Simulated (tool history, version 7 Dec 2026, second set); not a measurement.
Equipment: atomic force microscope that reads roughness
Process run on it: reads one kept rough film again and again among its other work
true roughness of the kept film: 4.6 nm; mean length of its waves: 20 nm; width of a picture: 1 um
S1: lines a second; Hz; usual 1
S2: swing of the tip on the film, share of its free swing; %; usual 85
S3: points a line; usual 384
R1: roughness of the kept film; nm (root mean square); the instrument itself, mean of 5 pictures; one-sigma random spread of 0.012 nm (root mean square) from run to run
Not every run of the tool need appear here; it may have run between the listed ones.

{"run": 1, "hour": 0.0, "S1": 1, "S2": 85, "S3": 384, "R1": 2.336}
{"run": 2, "hour": 10.6, "S1": 1, "S2": 85, "S3": 384, "R1": 2.242}
{"run": 3, "hour": 21.5, "S1": 1, "S2": 85, "S3": 384, "R1": 2.143}
{"run": 4, "hour": 31.2, "S1": 1, "S2": 85, "S3": 892, "R1": 2.116}
{"run": 5, "hour": 43.4, "S1": 1, "S2": 76, "S3": 384, "R1": 2.094}
{"run": 6, "hour": 49.7, "S1": 1, "S2": 76, "S3": 384, "R1": 2.05}
{"run": 7, "hour": 59.7, "S1": 1, "S2": 76, "S3": 384, "R1": 1.965}
{"run": 8, "hour": 72.6, "S1": 0.74, "S2": 85, "S3": 384, "R1": 1.883}
{"run": 9, "hour": 85.7, "S1": 0.74, "S2": 85, "S3": 384, "R1": 1.793}
{"run": 10, "hour": 95.8, "S1": 1, "S2": 85, "S3": 407, "R1": 1.725}
{"run": 11, "hour": 102.0, "S1": 3.58, "S2": 89, "S3": 341, "R1": 1.237}
{"run": 12, "hour": 112.2, "S1": 3.58, "S2": 89, "S3": 341, "R1": 1.198}
{"run": 13, "hour": 119.3, "S1": 3.58, "S2": 89, "S3": 341, "R1": 1.184}
{"run": 14, "hour": 130.5, "S1": 3.58, "S2": 89, "S3": 341, "R1": 1.155}
{"run": 15, "hour": 143.6, "S1": 1.16, "S2": 85, "S3": 488, "R1": 1.488}
{"run": 16, "hour": 153.5, "S1": 1.16, "S2": 85, "S3": 488, "R1": 1.458}
{"run": 17, "hour": 167.1, "S1": 2.02, "S2": 85, "S3": 753, "R1": 1.306}
{"run": 18, "hour": 178.4, "S1": 0.99, "S2": 85, "S3": 753, "R1": 1.407}

How would selected steps in R1 from run to run divide? Give the signed amount a tool lacking its hidden state would still show from settings, what came in and random variation, and the signed amount left for the hidden state, including any gauge scatter that is not in both of the compared results.
Hidden conditions of the tool in this case: radius of the tip, nm; height scale over the true one, %; drift of the gauge itself on roughness_nm, %.
Run 10 -> 11: S1 1 -> 3.58, S2 85 -> 89, S3 407 -> 341. R1 -0.488 nm (root mean square): hidden state +0.27, all else -0.758.
Run 14 -> 15: S1 3.58 -> 1.16, S2 89 -> 85, S3 341 -> 488. R1 +0.333 nm (root mean square): hidden state -0.359, all else +0.692.

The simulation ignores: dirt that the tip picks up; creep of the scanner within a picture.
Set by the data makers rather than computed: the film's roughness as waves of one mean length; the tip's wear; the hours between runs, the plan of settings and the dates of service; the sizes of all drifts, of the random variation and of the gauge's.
